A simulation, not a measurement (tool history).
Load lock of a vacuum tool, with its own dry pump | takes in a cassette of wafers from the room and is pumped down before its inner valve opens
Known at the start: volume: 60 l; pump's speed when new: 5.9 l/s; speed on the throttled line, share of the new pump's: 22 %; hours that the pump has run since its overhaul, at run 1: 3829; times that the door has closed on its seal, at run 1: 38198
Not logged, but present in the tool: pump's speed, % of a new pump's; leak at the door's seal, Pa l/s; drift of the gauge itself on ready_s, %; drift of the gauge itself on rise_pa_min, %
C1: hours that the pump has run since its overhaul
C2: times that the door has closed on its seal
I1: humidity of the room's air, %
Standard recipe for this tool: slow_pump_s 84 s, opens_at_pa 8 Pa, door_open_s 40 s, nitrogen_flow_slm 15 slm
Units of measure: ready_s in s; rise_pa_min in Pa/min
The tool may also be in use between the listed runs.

Run 1, hour 0.0: usual settings; C1 3829; C2 38198; I1 47.2. Result: ready_s 163.1 s, rise_pa_min 0.404 Pa/min.
Run 2, hour 250.1: usual settings; C1 4079; C2 39408; I1 44.6. Result: ready_s 162.7 s, rise_pa_min 0.422 Pa/min.
Run 3, hour 471.8: usual settings; C1 4301; C2 40480; I1 45.3. Result: ready_s 163.4 s, rise_pa_min 0.449 Pa/min.
Run 4, hour 686.9: usual settings; C1 4516; C2 41520; I1 44.0. Result: ready_s 162.8 s, rise_pa_min 0.469 Pa/min.
Run 5, hour 819.5: usual settings but door_open_s 156 s; C1 4649; C2 42162; I1 47.3. Result: ready_s 163.1 s, rise_pa_min 0.481 Pa/min.
Run 6, hour 930.0: usual settings but door_open_s 195 s; C1 4759; C2 42696; I1 44.0. Result: ready_s 163.5 s, rise_pa_min 0.485 Pa/min.
Run 7, hour 1030.9: usual settings but door_open_s 195 s; C1 4860; C2 43184; I1 47.6. Result: ready_s 162.2 s, rise_pa_min 0.504 Pa/min.
Run 8, hour 1188.9: usual settings; C1 5018; C2 43948; I1 44.1. Result: ready_s 162.7 s, rise_pa_min 0.506 Pa/min.
Run 9, hour 1399.6: usual settings; C1 5229; C2 44968; I1 40.0. Result: ready_s 163.0 s, rise_pa_min 0.525 Pa/min.
Run 10, hour 1602.0: usual settings; C1 5431; C2 45947; I1 42.9. Result: ready_s 162.7 s, rise_pa_min 0.545 Pa/min.
Run 11, hour 1813.9: usual settings but nitrogen_flow_slm 23 slm; C1 5643; C2 46971; I1 44.6. Result: ready_s 162.7 s, rise_pa_min 0.568 Pa/min.
Run 12, hour 2038.6: usual settings but nitrogen_flow_slm 23 slm; C1 5868; C2 48058; I1 47.9. Result: ready_s 163.2 s, rise_pa_min 0.586 Pa/min.
Run 13, hour 2238.4: usual settings but slow_pump_s 78 s; C1 6067; C2 49024; I1 45.4. Result: ready_s 157.7 s, rise_pa_min 0.607 Pa/min.
Run 14, hour 2409.0: usual settings but opens_at_pa 14 Pa; C1 6238; C2 49850; I1 43.5. Result: ready_s 156.8 s, rise_pa_min 0.619 Pa/min.
Run 15, hour 2531.2: usual settings but opens_at_pa 6 Pa; C1 6360; C2 50440; I1 46.5. Result: ready_s 166.9 s, rise_pa_min 0.632 Pa/min.
Run 16, hour 2682.4: usual settings but opens_at_pa 6 Pa; C1 6512; C2 51172; I1 47.9. Result: ready_s 166.9 s, rise_pa_min 0.661 Pa/min.
Run 17, hour 2889.5: usual settings but door_open_s 148 s; C1 6719; C2 52174; I1 49.1. Result: ready_s 164.0 s, rise_pa_min 0.687 Pa/min.
Run 18, hour 3111.3: usual settings but opens_at_pa 14 Pa; C1 6940; C2 53246; I1 44.9. Result: ready_s 157.1 s, rise_pa_min 0.693 Pa/min.
Run 19, hour 3252.4: usual settings but opens_at_pa 14 Pa; C1 7081; C2 53928; I1 46.3. Result: ready_s 157.8 s, rise_pa_min 0.698 Pa/min.
Run 20, hour 3465.1: usual settings but slow_pump_s 94 s; C1 7294; C2 54957; I1 45.3. Result: ready_s 170.6 s, rise_pa_min 0.717 Pa/min.
At hour 3554.6: door's seal changed, seat wiped.
Run 21, hour 3675.4: usual settings but slow_pump_s 94 s; C1 7503; C2 584; I1 42.2. Result: ready_s 170.7 s, rise_pa_min 0.018 Pa/min.
Run 22, hour 3852.2: usual settings but slow_pump_s 129 s, door_open_s 62 s; C1 7680; C2 1439; I1 45.3. Result: ready_s 197.9 s, rise_pa_min 0.025 Pa/min.
Run 23, hour 3999.8: usual settings but slow_pump_s 129 s, door_open_s 37 s; C1 7827; C2 2153; I1 45.0. Result: ready_s 197.6 s, rise_pa_min 0.028 Pa/min.
Run 24, hour 4182.5: usual settings but slow_pump_s 129 s, door_open_s 37 s; C1 8010; C2 3037; I1 43.2. Result: ready_s 199.9 s, rise_pa_min 0.025 Pa/min.
Run 25, hour 4351.0: usual settings but slow_pump_s 129 s, opens_at_pa 15 Pa, door_open_s 37 s, nitrogen_flow_slm 4 slm; C1 8179; C2 3852; I1 43.0. Result: ready_s 192.4 s, rise_pa_min 0.040 Pa/min.
Run 26, hour 4483.4: usual settings but slow_pump_s 129 s, opens_at_pa 15 Pa, door_open_s 37 s, nitrogen_flow_slm 4 slm; C1 8311; C2 4492; I1 44.7. Result: ready_s 193.5 s, rise_pa_min 0.040 Pa/min.
Run 27, hour 4634.2: usual settings but slow_pump_s 142 s, opens_at_pa 15 Pa, door_open_s 56 s; C1 8462; C2 5221; I1 42.1. Result: ready_s 200.9 s, rise_pa_min 0.038 Pa/min.
Run 28, hour 4859.4: usual settings but slow_pump_s 142 s, opens_at_pa 15 Pa, door_open_s 56 s; C1 8687; C2 6311; I1 47.1. Result: ready_s 201.8 s, rise_pa_min 0.054 Pa/min.
Run 29, hour 5049.5: usual settings but nitrogen_flow_slm 17 slm; C1 8877; C2 7230; I1 45.6. Result: ready_s 164.3 s, rise_pa_min 0.054 Pa/min.
Run 30, hour 5172.1: usual settings but slow_pump_s 141 s, door_open_s 62 s, nitrogen_flow_slm 17 slm; C1 9000; C2 7823; I1 46.5. Result: ready_s 208.4 s, rise_pa_min 0.061 Pa/min.
Run 31, hour 5316.1: usual settings but slow_pump_s 141 s, opens_at_pa 15 Pa, door_open_s 35 s, nitrogen_flow_slm 17 slm; C1 9144; C2 8519; I1 40.5. Result: ready_s 200.8 s, rise_pa_min 0.061 Pa/min.
Run 32, hour 5557.5: usual settings but door_open_s 132 s, nitrogen_flow_slm 6 slm; C1 9385; C2 9687; I1 47.8. Result: ready_s 164.8 s, rise_pa_min 0.086 Pa/min.
Run 33, hour 5746.4: usual settings but door_open_s 132 s, nitrogen_flow_slm 6 slm; C1 9574; C2 10601; I1 45.4. Result: ready_s 164.2 s, rise_pa_min 0.091 Pa/min.
Run 34, hour 5880.3: usual settings but door_open_s 132 s, nitrogen_flow_slm 6 slm; C1 9708; C2 11248; I1 43.0. Result: ready_s 164.5 s, rise_pa_min 0.093 Pa/min.
Run 35, hour 5981.8: usual settings but opens_at_pa 14 Pa, nitrogen_flow_slm 14 slm; C1 9809; C2 11739; I1 44.7. Result: ready_s 158.4 s, rise_pa_min 0.088 Pa/min.
Run 36, hour 6228.2: usual settings but opens_at_pa 14 Pa, nitrogen_flow_slm 14 slm; C1 10056; C2 12931; I1 46.8. Result: ready_s 158.6 s, rise_pa_min 0.099 Pa/min.

What differs in the tool's unlogged condition from the final listed run ahead of each entry between runs to the first listed run following it?
Between runs 20 and 21: door's seal changed, seat wiped (hour 3554.6)
  pump's speed, % of a new pump's: 97.9 -> 97.8; leak at the door's seal, Pa l/s: 0.7101 -> 0.004
  measured value less the no-hidden-state value, ready_s: +1.8 -> +1.7 s; rise_pa_min: +0.700 -> +0.002 Pa/min
